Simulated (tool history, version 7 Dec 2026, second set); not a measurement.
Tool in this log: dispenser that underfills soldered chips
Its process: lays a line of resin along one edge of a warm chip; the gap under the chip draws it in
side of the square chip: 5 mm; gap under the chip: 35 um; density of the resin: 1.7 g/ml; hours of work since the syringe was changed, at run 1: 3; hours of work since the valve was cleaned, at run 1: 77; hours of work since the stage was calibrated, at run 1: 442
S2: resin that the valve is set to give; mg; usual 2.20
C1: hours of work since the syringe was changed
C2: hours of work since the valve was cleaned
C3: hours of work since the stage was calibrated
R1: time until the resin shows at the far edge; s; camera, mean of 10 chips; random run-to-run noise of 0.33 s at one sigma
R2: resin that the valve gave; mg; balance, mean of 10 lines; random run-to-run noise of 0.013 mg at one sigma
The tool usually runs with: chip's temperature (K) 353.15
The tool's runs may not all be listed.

run 1 hour=0.0 | chip's_temperature_(K)=353.15 S2=2.20 | C1=3 C2=77 C3=442 | R1=16.6 R2=2.04
-- hour=10.2 new syringe of resin
run 2 hour=17.1 | chip's_temperature_(K)=353.15 S2=2.20 | C1=5 C2=89 C3=454 | R1=17.4 R2=2.01
-- hour=24.8 new syringe of resin
run 3 hour=31.8 | chip's_temperature_(K)=353.15 S2=1.96 | C1=5 C2=100 C3=464 | R1=18.4 R2=1.80
-- hour=38.9 new syringe of resin
run 4 hour=43.2 | chip's_temperature_(K)=353.15 S2=1.96 | C1=3 C2=108 C3=472 | R1=18.2 R2=1.78
-- hour=53.0 new syringe of resin
run 5 hour=56.8 | chip's_temperature_(K)=353.15 S2=1.96 | C1=3 C2=117 C3=482 | R1=18.0 R2=1.76
run 6 hour=65.7 | chip's_temperature_(K)=353.15 S2=2.58 | C1=9 C2=123 C3=488 | R1=20.3 R2=2.29
-- hour=67.3 new syringe of resin
-- hour=81.3 new syringe of resin
run 7 hour=83.2 | chip's_temperature_(K)=353.15 S2=2.58 | C1=1 C2=135 C3=500 | R1=15.0 R2=2.26
-- hour=87.2 stage's temperature calibrated
-- hour=96.1 new syringe of resin
run 8 hour=96.1 | chip's_temperature_(K)=353.15 S2=2.20 | C1=0 C2=144 C3=6 | R1=14.4 R2=1.90
-- hour=98.0 dispensing valve cleaned and set on the balance
-- hour=111.4 new syringe of resin
run 9 hour=111.4 | chip's_temperature_(K)=353.15 S2=2.20 | C1=0 C2=9 C3=16 | R1=13.4 R2=2.18
run 10 hour=122.1 | chip's_temperature_(K)=353.15 S2=2.20 | C1=8 C2=17 C3=24 | R1=17.4 R2=2.16
-- hour=125.3 new syringe of resin
run 11 hour=134.8 | chip's_temperature_(K)=353.15 S2=2.09 | C1=7 C2=26 C3=33 | R1=17.1 R2=2.06
-- hour=139.6 new syringe of resin
run 12 hour=147.2 | chip's_temperature_(K)=353.15 S2=2.35 | C1=5 C2=34 C3=41 | R1=15.4 R2=2.29
-- hour=153.9 new syringe of resin
run 13 hour=156.2 | chip's_temperature_(K)=353.15 S2=2.20 | C1=2 C2=41 C3=47 | R1=14.5 R2=2.11
run 14 hour=164.9 | chip's_temperature_(K)=353.15 S2=2.20 | C1=8 C2=47 C3=54 | R1=17.1 R2=2.13
-- hour=168.5 new syringe of resin
run 15 hour=174.7 | chip's_temperature_(K)=353.15 S2=2.20 | C1=4 C2=53 C3=60 | R1=16.9 R2=2.10
-- hour=182.7 new syringe of resin
run 16 hour=184.2 | chip's_temperature_(K)=353.15 S2=2.20 | C1=1 C2=60 C3=67 | R1=13.9 R2=2.09
-- hour=197.0 new syringe of resin
run 17 hour=200.3 | chip's_temperature_(K)=353.15 S2=2.20 | C1=2 C2=71 C3=78 | R1=14.7 R2=2.04
-- hour=211.0 new syringe of resin
run 18 hour=214.5 | chip's_temperature_(K)=353.15 S2=2.20 | C1=3 C2=81 C3=88 | R1=14.8 R2=2.04
-- hour=224.8 new syringe of resin
run 19 hour=224.8 | chip's_temperature_(K)=353.15 S2=2.44 | C1=0 C2=88 C3=95 | R1=14.4 R2=2.28
run 20 hour=232.7 | chip's_temperature_(K)=342.15 S2=2.72 | C1=6 C2=94 C3=101 | R1=24.8 R2=2.47

For run 21, what comes out?
-- hour=238.8 new syringe of resin
run 21 hour=249.4 | chip's_temperature_(K)=342.15 S2=2.10 | C1=8 C2=106 C3=112 | R1=? R2=?

{"run 21": {"R1": 26.2, "R2": 1.91}}
With the hidden condition absent and the run-to-run variation left alone, this run would have shown R1 19.4 s, R2 2.11 mg.
